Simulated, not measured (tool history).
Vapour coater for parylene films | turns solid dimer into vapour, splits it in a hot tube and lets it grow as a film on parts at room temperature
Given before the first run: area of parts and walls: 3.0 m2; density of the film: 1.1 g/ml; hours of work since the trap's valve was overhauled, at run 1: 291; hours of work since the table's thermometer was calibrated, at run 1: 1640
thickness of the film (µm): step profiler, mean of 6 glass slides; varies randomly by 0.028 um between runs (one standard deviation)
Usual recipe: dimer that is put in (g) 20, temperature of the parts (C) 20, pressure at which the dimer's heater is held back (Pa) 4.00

| run | hour | dimer that is put in (g) | temperature of the parts (C) | pressure at which the dimer's heater is held back (Pa) | hours of work since the trap's valve was overhauled | hours of work since the table's thermometer was calibrated | thickness of the film (µm) |
|---|---|---|---|---|---|---|---|
| 1 | 0.0 | 20 | 20 | 4.00 | 291 | 1640 | 4.12 |
| 2 | 37.0 | 20 | 20 | 4.00 | 323 | 1672 | 4.09 |
|  | 84.9 | trap's valve overhauled |
| 3 | 102.5 | 20 | 20 | 4.00 | 15 | 1726 | 3.88 |
| 4 | 176.7 | 20 | 20 | 4.00 | 80 | 1791 | 3.82 |
| 5 | 248.0 | 20 | 20 | 5.30 | 143 | 1853 | 3.57 |
| 6 | 292.4 | 14 | 20 | 4.00 | 182 | 1892 | 2.58 |
| 7 | 339.4 | 14 | 20 | 4.00 | 223 | 1934 | 2.61 |
| 8 | 401.5 | 20 | 20 | 4.00 | 277 | 1988 | 3.64 |
| 9 | 448.5 | 20 | 20 | 4.00 | 318 | 2029 | 3.66 |
| 10 | 482.5 | 22 | 20 | 4.00 | 348 | 2059 | 3.96 |
|  | 505.7 | trap's valve overhauled |
|  | 517.8 | trap's valve overhauled, once more |
| 11 | 533.7 | 20 | 20 | 4.00 | 14 | 2097 | 4.36 |
| 12 | 584.2 | 20 | 20 | 4.00 | 58 | 2141 | 4.31 |
| 13 | 633.2 | 20 | 20 | 4.00 | 101 | 2184 | 4.24 |
| 14 | 673.5 | 20 | 20 | 4.00 | 136 | 2219 | 4.28 |
| 15 | 714.3 | 20 | 20 | 4.00 | 172 | 2255 | 4.25 |
| 16 | 778.0 | 12 | 20 | 4.00 | 228 | 2311 | 2.51 |
| 17 | 853.0 | 12 | 20 | 4.00 | 293 | 2376 | 2.47 |
|  | 879.3 | table's thermometer calibrated |
| 18 | 911.8 | 12 | 20 | 4.00 | 344 | 28 | 2.35 |
|  | 939.5 | trap's valve overhauled |
| 19 | 974.3 | 12 | 20 | 4.00 | 30 | 80 | 2.54 |
| 20 | 1018.9 | 20 | 28 | 6.44 | 69 | 119 | 3.01 |
| 21 | 1092.5 | 34 | 20 | 8.39 | 134 | 183 | 5.89 |
| 22 | 1124.4 | 20 | 19 | 8.39 | 162 | 211 | 3.54 |
| 23 | 1188.5 | 20 | 19 | 8.39 | 218 | 267 | 3.52 |
| 24 | 1235.0 | 20 | 19 | 8.39 | 259 | 308 | 3.43 |
| 25 | 1271.1 | 20 | 19 | 8.39 | 290 | 340 | 3.45 |
| 26 | 1308.6 | 13 | 18 | 9.29 | 323 | 372 | 2.22 |
|  | 1358.3 | trap's valve overhauled |
| 27 | 1385.5 | 13 | 18 | 9.29 | 24 | 436 | 2.40 |
| 28 | 1417.8 | 27 | 20 | 10.89 | 52 | 464 | 4.45 |
| 29 | 1454.7 | 20 | 15 | 4.00 | 84 | 497 | 4.78 |
| 30 | 1498.5 | 20 | 15 | 4.00 | 123 | 535 | 4.70 |
| 31 | 1561.0 | 36 | 19 | 11.91 | 177 | 590 | 5.88 |
| 32 | 1599.6 | 11 | 15 | 2.33 | 211 | 624 | 2.95 |
| 33 | 1674.3 | 15 | 20 | 5.65 | 277 | 689 | 2.77 |
| 34 | 1724.2 | 10 | 24 | 4.00 | 320 | 733 | 1.78 |
| 35 | 1756.2 | 23 | 20 | 2.53 | 348 | 761 | 5.04 |
|  | 1776.3 | trap's valve overhauled |
| 36 | 1799.9 | 16 | 20 | 8.04 | 21 | 795 | 2.83 |
| 37 | 1864.1 | 20 | 20 | 2.09 | 77 | 852 | 4.94 |
| 38 | 1929.7 | 12 | 20 | 6.15 | 134 | 909 | 2.28 |

Branching from run 38: 3 alternative next runs. What would each branch give?
| A | 1970.9 | 30 | 14 | 6.15 | 170 | 945 | ? |
| B | 1970.9 | 12 | 14 | 6.15 | 170 | 945 | ? |
| C | 1970.9 | 20 | 20 | 9.55 | 170 | 945 | ? |

| run | thickness of the film (µm) |
|---|---|
| A | 6.57 |
| B | 2.60 |
| C | 3.34 |
Take away the tool's hidden state, keep each run's random variation, and the runs would have read:
| run | thickness of the film (µm) |
|---|---|
| A | 6.73 |
| B | 2.67 |
| C | 3.43 |
